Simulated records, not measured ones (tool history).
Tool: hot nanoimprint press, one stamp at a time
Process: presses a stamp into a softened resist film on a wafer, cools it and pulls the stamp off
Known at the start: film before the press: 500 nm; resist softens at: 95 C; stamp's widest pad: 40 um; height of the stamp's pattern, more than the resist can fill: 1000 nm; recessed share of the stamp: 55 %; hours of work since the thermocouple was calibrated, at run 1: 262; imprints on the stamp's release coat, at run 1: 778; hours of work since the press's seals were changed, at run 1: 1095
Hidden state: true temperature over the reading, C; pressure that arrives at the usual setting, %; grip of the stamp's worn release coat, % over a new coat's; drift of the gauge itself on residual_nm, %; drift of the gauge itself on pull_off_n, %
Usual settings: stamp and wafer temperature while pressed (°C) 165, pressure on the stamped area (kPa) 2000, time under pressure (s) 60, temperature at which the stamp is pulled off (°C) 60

run,hour,stamp and wafer temperature while pressed (°C),pressure on the stamped area (kPa),time under pressure (s),temperature at which the stamp is pulled off (°C),hours of work since the thermocouple was calibrated,imprints on the stamp's release coat,hours of work since the press's seals were changed,resist left under the stamp's widest pad (nm),greatest force while the stamp is pulled off (N)
1,0.0,165,2000,60,60,262,778,1095,184.9,242
# hour 56.6: press's hydraulic seals changed and the load cell set to zero
# hour 83.0: stamp cleaned and given a new release coat
2,86.3,165,2000,60,60,307,13,15,183.4,235
3,134.9,165,2000,60,60,337,192,45,184.3,236
4,164.2,165,2000,60,60,355,299,63,183.7,242
5,212.1,165,2000,60,60,385,476,93,184.3,238
6,262.2,165,2000,60,60,417,661,125,184.0,238
7,326.4,165,2000,101,62,457,897,165,153.0,237
# hour 367.4: stamp cleaned and given a new release coat
# hour 379.3: plate thermocouple calibrated
8,406.5,165,1290,75,62,17,133,209,221.7,232
9,465.2,165,1950,53,62,54,349,246,193.6,235
10,521.8,165,1950,53,62,89,557,281,192.2,227
11,573.7,165,2000,47,54,121,749,314,197.8,261

Some steps in resist left under the stamp's widest pad (nm) between neighbouring runs. How much of each would the tool show without its hidden state too (settings, what came in, random variation), and how much is left for the hidden state, with any gauge scatter that isn't in both results?
Run 1 -> 2: press's hydraulic seals changed and the load cell set to zero, stamp cleaned and given a new release coat. resist left under the stamp's widest pad (nm) -1.5: hidden state -0.8, all else -0.7.
Run 7 -> 8: pressure on the stamped area (kPa) 2000 -> 1290, time under pressure (s) 101 -> 75, stamp cleaned and given a new release coat, plate thermocouple calibrated. resist left under the stamp's widest pad (nm) +68.7: hidden state -0.7, all else +69.4.
